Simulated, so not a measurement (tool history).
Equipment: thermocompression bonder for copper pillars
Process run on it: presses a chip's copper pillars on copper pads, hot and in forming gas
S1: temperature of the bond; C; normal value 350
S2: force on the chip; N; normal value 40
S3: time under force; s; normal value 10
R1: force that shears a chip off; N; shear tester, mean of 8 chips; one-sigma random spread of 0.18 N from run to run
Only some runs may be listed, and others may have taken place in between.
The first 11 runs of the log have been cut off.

Run 12, hour 432: usual settings. Result: R1 47.4 N.
Run 13, hour 459.5: usual settings. Result: R1 47.6 N.
Run 14, hour 497.8: usual settings. Result: R1 47.4 N.
Run 15, hour 518.6: usual settings. Result: R1 47.2 N.
Run 16, hour 567.7: usual settings. Result: R1 47 N.
Run 17, hour 608.9: usual settings. Result: R1 47.3 N.
At hour 644.2: forming gas filter changed.
Run 18, hour 646: usual settings. Result: R1 47.2 N.
Run 19, hour 681: usual settings. Result: R1 47.4 N.
Run 20, hour 727.1: usual settings but S1 334 C. Result: R1 40.6 N.
Run 21, hour 750.5: usual settings but S1 359 C, S2 32 N, S3 18 s. Result: R1 55.6 N.
Run 22, hour 778.3: usual settings but S1 358 C, S2 33 N, S3 15 s. Result: R1 52.8 N.
Run 23, hour 827.7: usual settings but S1 320 C, S2 38 N, S3 7 s. Result: R1 29.4 N.
Run 24, hour 869.9: usual settings but S1 320 C, S2 38 N, S3 7 s. Result: R1 29.6 N.
Run 25, hour 912.9: usual settings but S1 334 C, S2 46 N, S3 21 s. Result: R1 57.1 N.
Run 26, hour 958.6: usual settings but S1 338 C, S3 19 s. Result: R1 53.4 N.
Run 27, hour 996.5: usual settings but S1 338 C, S3 19 s. Result: R1 53.5 N.
Run 28, hour 1025.2: usual settings but S3 21 s. Result: R1 60.7 N.
Run 29, hour 1052.1: usual settings but S1 348 C, S2 46 N, S3 21 s. Result: R1 63.5 N.
Run 30, hour 1094.9: usual settings but S1 339 C, S3 11 s. Result: R1 44.1 N.
Run 31, hour 1136.6: usual settings but S1 335 C, S3 9 s. Result: R1 39.4 N.
Run 32, hour 1173.1: usual settings but S1 357 C, S2 29 N, S3 9 s. Result: R1 40.4 N.

Expected results for the next run?
Run 33, hour 1220.6: usual settings but S1 373 C, S2 27 N, S3 16 s. Result: R1 ?.

{"run 33": {"R1": 55.2}}
Without the tool's hidden state the same run would have given R1 55.2 N.
